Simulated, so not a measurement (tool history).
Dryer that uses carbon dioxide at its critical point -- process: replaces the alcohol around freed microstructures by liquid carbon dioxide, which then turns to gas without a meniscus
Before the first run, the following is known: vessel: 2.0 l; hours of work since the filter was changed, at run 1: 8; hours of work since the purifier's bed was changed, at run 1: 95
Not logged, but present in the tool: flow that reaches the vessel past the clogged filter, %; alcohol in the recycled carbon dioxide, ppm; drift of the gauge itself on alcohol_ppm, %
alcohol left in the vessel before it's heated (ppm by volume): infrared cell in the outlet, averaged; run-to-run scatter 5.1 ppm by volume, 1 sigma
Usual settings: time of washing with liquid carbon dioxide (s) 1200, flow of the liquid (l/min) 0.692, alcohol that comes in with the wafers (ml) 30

run   hour  time of washing with liquid carbon dioxide (s)  flow of the liquid (l/min)  alcohol that comes in with the wafers (ml)  hours of work since the filter was changed  hours of work since the purifier's bed was changed  alcohol left in the vessel before it's heated (ppm by volume)
  1      0                                            1200                       0.692                                          30                                           8                                                  95                                                             71
  2     13                                            1200                       0.692                                          30                                          18                                                 105                                                             87
  3   20.9                                            1200                       0.692                                          30                                          24                                                 111                                                             92
  4     35                                            1200                       0.692                                          30                                          34                                                 121                                                             91
  5   50.4                                            1200                       0.692                                          30                                          46                                                 133                                                             96
  6   65.2                                            1200                       0.692                                          30                                          57                                                 144                                                            106
  7   80.3                                            1200                       0.692                                          96                                          68                                                 155                                                            296
  8   94.9                                            1200                       0.692                                          30                                          79                                                 166                                                            108
  9  109.7                                            1200                       0.912                                          52                                          90                                                 178                                                             66
 10  119.1                                            1560                       0.992                                          85                                          97                                                 185                                                             36
 11  126.5                                            1560                       0.753                                          99                                         103                                                 190                                                             71
 12  135.5                                            1560                       1.149                                          38                                         110                                                 197                                                             35
 13  151.4                                             780                       1.149                                          38                                         122                                                 209                                                            141
 14    164                                             840                       0.996                                          82                                         131                                                 218                                                            367
 15  173.4                                            1200                       0.655                                          20                                         138                                                 225                                                            140
 16  185.9                                            1380                       0.934                                          30                                         147                                                 235                                                             44

Same runs, no hidden state in the tool, same run-to-run variation:
run  alcohol left in the vessel before it's heated (ppm by volume)
  1                                                             53
  2                                                             65
  3                                                             66
  4                                                             60
  5                                                             59
  6                                                             62
  7                                                            181
  8                                                             50
  9                                                             22
 10                                                              6
 11                                                             19
 12                                                              5
 13                                                             52
 14                                                            157
 15                                                             51
 16                                                              1
